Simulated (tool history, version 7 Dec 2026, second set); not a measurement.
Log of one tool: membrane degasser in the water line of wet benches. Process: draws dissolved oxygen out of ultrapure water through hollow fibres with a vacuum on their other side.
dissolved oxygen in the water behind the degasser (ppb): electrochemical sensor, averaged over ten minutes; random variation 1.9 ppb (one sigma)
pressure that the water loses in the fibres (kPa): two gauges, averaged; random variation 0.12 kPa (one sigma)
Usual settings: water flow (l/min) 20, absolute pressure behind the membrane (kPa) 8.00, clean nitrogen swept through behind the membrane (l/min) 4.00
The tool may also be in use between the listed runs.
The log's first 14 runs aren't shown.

| run | hour | water flow (l/min) | absolute pressure behind the membrane (kPa) | clean nitrogen swept through behind the membrane (l/min) | hours since the membrane was changed | hours since the vacuum gauge was calibrated | hours since the vacuum lines were made tight | dissolved oxygen in the water behind the degasser (ppb) | pressure that the water loses in the fibres (kPa) |
|---|---|---|---|---|---|---|---|---|---|
| 15 | 540.6 | 20 | 8.00 | 4.00 | 2466 | 1617 | 8799 | 187.7 | 28.39 |
| 16 | 596.8 | 20 | 8.00 | 3.71 | 2522 | 1674 | 8855 | 187.6 | 27.96 |
| 17 | 655.6 | 20 | 11.72 | 4.00 | 2581 | 1732 | 8914 | 228.0 | 27.90 |
| 18 | 701.6 | 20 | 11.72 | 4.00 | 2627 | 1778 | 8960 | 228.0 | 28.29 |
| 19 | 744.0 | 20 | 11.72 | 4.00 | 2669 | 1821 | 9002 | 228.0 | 28.15 |
| 20 | 794.4 | 12 | 16.50 | 4.00 | 2719 | 1871 | 9052 | 136.6 | 16.88 |
| 21 | 832.1 | 16 | 13.95 | 4.94 | 2757 | 1909 | 9090 | 161.7 | 22.52 |
| 22 | 887.9 | 30 | 8.00 | 9.03 | 2813 | 1965 | 9146 | 310.5 | 42.25 |
| 23 | 927.1 | 30 | 8.00 | 9.03 | 2852 | 2004 | 9185 | 318.9 | 42.41 |
| 24 | 965.7 | 30 | 8.00 | 9.03 | 2891 | 2042 | 9224 | 311.6 | 42.29 |
| 25 | 1001.6 | 30 | 8.00 | 9.03 | 2927 | 2078 | 9260 | 314.0 | 42.35 |
| 26 | 1040.8 | 24 | 5.19 | 6.74 | 2966 | 2118 | 9299 | 204.1 | 34.03 |
| 27 | 1082.3 | 14 | 5.48 | 6.74 | 3007 | 2159 | 9340 | 69.5 | 19.80 |
| 28 | 1124.0 | 15 | 16.75 | 6.12 | 3049 | 2201 | 9382 | 150.6 | 21.20 |
| 29 | 1160.8 | 29 | 18.19 | 3.17 | 3086 | 2238 | 9419 | 569.8 | 40.87 |
| 30 | 1213.5 | 29 | 18.19 | 3.17 | 3138 | 2290 | 9471 | 558.6 | 40.85 |
| 31 | 1246.7 | 17 | 18.66 | 6.78 | 3172 | 2323 | 9505 | 182.9 | 24.27 |

Forecast run 32:
| 32 | 1282.7 | 19 | 6.57 | 4.00 | 3208 | 2360 | 9541 | ? | ? |

dissolved oxygen in the water behind the degasser (ppb): 157.6
pressure that the water loses in the fibres (kPa): 26.88
Without the tool's hidden state the same run would have given dissolved oxygen in the water behind the degasser (ppb) 157.3, pressure that the water loses in the fibres (kPa) 26.39.
